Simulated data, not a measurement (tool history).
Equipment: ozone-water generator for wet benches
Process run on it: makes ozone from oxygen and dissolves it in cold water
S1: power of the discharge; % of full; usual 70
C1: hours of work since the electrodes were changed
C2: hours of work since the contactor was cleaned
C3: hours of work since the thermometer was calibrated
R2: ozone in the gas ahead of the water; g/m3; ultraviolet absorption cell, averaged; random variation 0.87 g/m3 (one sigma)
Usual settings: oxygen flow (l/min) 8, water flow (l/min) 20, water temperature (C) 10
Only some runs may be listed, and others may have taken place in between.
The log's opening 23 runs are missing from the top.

{"run": 24, "day": 51.888, "S1": 47, "oxygen flow (l/min)": 6.12, "water flow (l/min)": 26, "water temperature (C)": 16, "C1": 2791, "C2": 4991, "C3": 3450, "dissolved ozone (ppm)": 8, "R2": 117.3}
{"run": 25, "day": 54.65, "S1": 47, "oxygen flow (l/min)": 6.12, "water flow (l/min)": 12, "water temperature (C)": 13, "C1": 2843, "C2": 5042, "C3": 3501, "dissolved ozone (ppm)": 15.2, "R2": 119.5}
{"run": 26, "day": 56.758, "S1": 59, "oxygen flow (l/min)": 4.59, "water flow (l/min)": 16, "water temperature (C)": 5, "C1": 2881, "C2": 5081, "C3": 3540, "dissolved ozone (ppm)": 16.3, "R2": 162.5}
{"run": 27, "day": 58.471, "S1": 89, "oxygen flow (l/min)": 8, "water flow (l/min)": 20, "water temperature (C)": 10, "C1": 2913, "C2": 5112, "C3": 3572, "dissolved ozone (ppm)": 16.3, "R2": 151.8}
{"run": 28, "day": 60.608, "S1": 70, "oxygen flow (l/min)": 8, "water flow (l/min)": 20, "water temperature (C)": 10, "C1": 2953, "C2": 5152, "C3": 3611, "dissolved ozone (ppm)": 14.1, "R2": 131.3}
{"run": 29, "day": 63.121, "S1": 70, "oxygen flow (l/min)": 8.89, "water flow (l/min)": 15, "water temperature (C)": 17, "C1": 2999, "C2": 5198, "C3": 3658, "dissolved ozone (ppm)": 14.5, "R2": 123.3}
{"run": 30, "day": 64.5, "S1": 70, "oxygen flow (l/min)": 8, "water flow (l/min)": 20, "water temperature (C)": 15, "C1": 3024, "C2": 5223, "C3": 3683, "dissolved ozone (ppm)": 12.9, "R2": 129.6}
{"run": 31, "day": 67.062, "S1": 70, "oxygen flow (l/min)": 8, "water flow (l/min)": 20, "water temperature (C)": 15, "C1": 3072, "C2": 5271, "C3": 3730, "dissolved ozone (ppm)": 12.6, "R2": 129.3}
{"run": 32, "day": 68.504, "S1": 70, "oxygen flow (l/min)": 8, "water flow (l/min)": 20, "water temperature (C)": 15, "C1": 3098, "C2": 5297, "C3": 3757, "dissolved ozone (ppm)": 12.8, "R2": 129.1}
{"run": 33, "day": 70.896, "S1": 70, "oxygen flow (l/min)": 4.08, "water flow (l/min)": 24, "water temperature (C)": 15, "C1": 3143, "C2": 5342, "C3": 3801, "dissolved ozone (ppm)": 11.4, "R2": 194.2}

Consider 4 possible next runs. They are alternatives, not a sequence: every one starts from the tool as it was left by run 33. What does each give?
{"run": "A", "day": 72.167, "S1": 83, "oxygen flow (l/min)": 8, "water flow (l/min)": 12, "water temperature (C)": 10, "C1": 3166, "C2": 5365, "C3": 3825, "dissolved ozone (ppm)": "?", "R2": "?"}
{"run": "B", "day": 72.167, "S1": 50, "oxygen flow (l/min)": 5.71, "water flow (l/min)": 20, "water temperature (C)": 11, "C1": 3166, "C2": 5365, "C3": 3825, "dissolved ozone (ppm)": "?", "R2": "?"}
{"run": "C", "day": 72.167, "S1": 70, "oxygen flow (l/min)": 8, "water flow (l/min)": 25, "water temperature (C)": 10, "C1": 3166, "C2": 5365, "C3": 3825, "dissolved ozone (ppm)": "?", "R2": "?"}
{"run": "D", "day": 72.167, "S1": 70, "oxygen flow (l/min)": 7.36, "water flow (l/min)": 24, "water temperature (C)": 7, "C1": 3166, "C2": 5365, "C3": 3825, "dissolved ozone (ppm)": "?", "R2": "?"}

run=A dissolved_ozone_(ppm)=21.6 R2=144.8
run=B dissolved_ozone_(ppm)=11 R2=130.1
run=C dissolved_ozone_(ppm)=11.7 R2=129.8
run=D dissolved_ozone_(ppm)=12.5 R2=136.5
With the hidden condition removed and each run's random variation left untouched, the same runs would have given:
run=A dissolved_ozone_(ppm)=25.6 R2=159.8
run=B dissolved_ozone_(ppm)=12.7 R2=139.3
run=C dissolved_ozone_(ppm)=13.8 R2=141.9
run=D dissolved_ozone_(ppm)=14.8 R2=149.2
